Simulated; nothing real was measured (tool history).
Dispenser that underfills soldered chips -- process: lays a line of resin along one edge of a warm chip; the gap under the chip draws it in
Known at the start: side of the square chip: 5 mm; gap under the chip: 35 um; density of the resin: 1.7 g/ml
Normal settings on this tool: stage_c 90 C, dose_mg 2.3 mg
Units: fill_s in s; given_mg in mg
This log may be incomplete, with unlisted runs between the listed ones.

{"run": 1, "day": 0.0, "stage_c": 90, "dose_mg": 2.3, "fill_s": 52.7, "given_mg": 2.17}
{"run": 2, "day": 0.471, "stage_c": 90, "dose_mg": 2.3, "fill_s": 86.7, "given_mg": 2.17}
{"day": 0.525, "done": "new syringe of resin"}
{"run": 3, "day": 0.896, "stage_c": 90, "dose_mg": 2.3, "fill_s": 60.3, "given_mg": 2.16}
{"run": 4, "day": 1.246, "stage_c": 90, "dose_mg": 2.26, "fill_s": 87.7, "given_mg": 2.13}
{"day": 1.346, "done": "new syringe of resin"}
{"run": 5, "day": 1.725, "stage_c": 97, "dose_mg": 2.3, "fill_s": 43.3, "given_mg": 2.15}
{"day": 2.133, "done": "new syringe of resin"}
{"run": 6, "day": 2.133, "stage_c": 97, "dose_mg": 2.3, "fill_s": 28.3, "given_mg": 2.13}
{"run": 7, "day": 2.667, "stage_c": 97, "dose_mg": 2.3, "fill_s": 51, "given_mg": 2.11}
{"day": 2.929, "done": "new syringe of resin"}
{"run": 8, "day": 3.012, "stage_c": 103, "dose_mg": 2.24, "fill_s": 24.7, "given_mg": 2.06}
{"run": 9, "day": 3.467, "stage_c": 86, "dose_mg": 2.24, "fill_s": 92.5, "given_mg": 2.03}
{"day": 3.746, "done": "new syringe of resin"}
{"run": 10, "day": 3.971, "stage_c": 92, "dose_mg": 2.11, "fill_s": 49.7, "given_mg": 1.88}
{"run": 11, "day": 4.271, "stage_c": 86, "dose_mg": 2.11, "fill_s": 91.5, "given_mg": 1.89}
{"day": 4.546, "done": "new syringe of resin"}
{"run": 12, "day": 4.858, "stage_c": 90, "dose_mg": 2.61, "fill_s": 58.6, "given_mg": 2.35}
{"day": 5.317, "done": "dispensing valve cleaned and set on the balance"}
{"day": 5.383, "done": "new syringe of resin"}
{"run": 13, "day": 5.542, "stage_c": 96, "dose_mg": 2.3, "fill_s": 37, "given_mg": 2.3}
{"run": 14, "day": 6.079, "stage_c": 104, "dose_mg": 2.98, "fill_s": 43.9, "given_mg": 2.96}

Below are 4 alternative next runs, each starting from the tool's condition after run 14. Predict each:
{"day": 6.171, "done": "new syringe of resin"}
{"run": "A", "day": 6.692, "stage_c": 104, "dose_mg": 2.41, "fill_s": "?", "given_mg": "?"}
{"day": 6.171, "done": "new syringe of resin"}
{"run": "B", "day": 6.692, "stage_c": 96, "dose_mg": 2.64, "fill_s": "?", "given_mg": "?"}
{"day": 6.171, "done": "new syringe of resin"}
{"run": "C", "day": 6.692, "stage_c": 76, "dose_mg": 2.59, "fill_s": "?", "given_mg": "?"}
{"day": 6.171, "done": "new syringe of resin"}
{"run": "D", "day": 6.692, "stage_c": 87, "dose_mg": 2.3, "fill_s": "?", "given_mg": "?"}

run=A fill_s=38.9 given_mg=2.38
run=B fill_s=54.8 given_mg=2.58
run=C fill_s=151.2 given_mg=2.54
run=D fill_s=85.9 given_mg=2.28
Without the tool's hidden state the same runs would have given:
run=A fill_s=18.6 given_mg=2.42
run=B fill_s=26.1 given_mg=2.63
run=C fill_s=69.9 given_mg=2.59
run=D fill_s=40.4 given_mg=2.32
